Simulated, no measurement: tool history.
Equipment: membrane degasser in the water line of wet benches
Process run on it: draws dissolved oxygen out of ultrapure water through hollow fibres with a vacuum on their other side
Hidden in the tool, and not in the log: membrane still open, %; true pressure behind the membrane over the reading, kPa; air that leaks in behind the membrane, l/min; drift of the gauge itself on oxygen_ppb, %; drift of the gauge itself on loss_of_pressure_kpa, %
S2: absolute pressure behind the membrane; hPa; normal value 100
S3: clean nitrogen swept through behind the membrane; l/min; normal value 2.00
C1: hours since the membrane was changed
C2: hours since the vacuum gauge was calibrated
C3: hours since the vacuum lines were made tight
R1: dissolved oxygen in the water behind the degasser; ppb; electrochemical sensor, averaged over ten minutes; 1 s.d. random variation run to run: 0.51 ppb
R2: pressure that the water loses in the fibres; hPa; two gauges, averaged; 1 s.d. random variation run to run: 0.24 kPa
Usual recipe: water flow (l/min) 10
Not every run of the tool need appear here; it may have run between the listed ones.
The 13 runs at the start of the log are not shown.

{"hour": 502.8, "done": "vacuum gauge calibrated"}
{"run": 14, "hour": 528.4, "water flow (l/min)": 10, "S2": 95, "S3": 2.0, "C1": 2941, "C2": 26, "C3": 528, "R1": 82.3, "R2": 627.1}
{"run": 15, "hour": 560.4, "water flow (l/min)": 10, "S2": 86, "S3": 2.0, "C1": 2973, "C2": 58, "C3": 560, "R1": 71.6, "R2": 632.4}
{"run": 16, "hour": 588.9, "water flow (l/min)": 16, "S2": 77, "S3": 1.9, "C1": 3001, "C2": 86, "C3": 588, "R1": 127.6, "R2": 1004.9}
{"run": 17, "hour": 648.3, "water flow (l/min)": 10, "S2": 100, "S3": 1.3, "C1": 3061, "C2": 146, "C3": 648, "R1": 129.5, "R2": 634.3}
{"run": 18, "hour": 692.2, "water flow (l/min)": 10, "S2": 100, "S3": 2.2, "C1": 3105, "C2": 189, "C3": 692, "R1": 81.4, "R2": 634.5}
{"run": 19, "hour": 720.5, "water flow (l/min)": 10, "S2": 100, "S3": 2.2, "C1": 3133, "C2": 218, "C3": 720, "R1": 81.4, "R2": 635.0}
{"run": 20, "hour": 749.9, "water flow (l/min)": 15, "S2": 150, "S3": 4.22, "C1": 3162, "C2": 247, "C3": 749, "R1": 133.6, "R2": 951.4}
{"run": 21, "hour": 813.6, "water flow (l/min)": 15, "S2": 158, "S3": 3.28, "C1": 3226, "C2": 311, "C3": 813, "R1": 169.9, "R2": 949.1}

Expected results for the next run?
{"run": 22, "hour": 860.5, "water flow (l/min)": 10, "S2": 76, "S3": 2.0, "C1": 3273, "C2": 358, "C3": 860, "R1": "?", "R2": "?"}

R1: 59.7 ppb
R2: 635.3 hPa
If the tool had no hidden condition, the same run with the same run-to-run variation would have returned R1 59.7 ppb, R2 624.6 hPa.
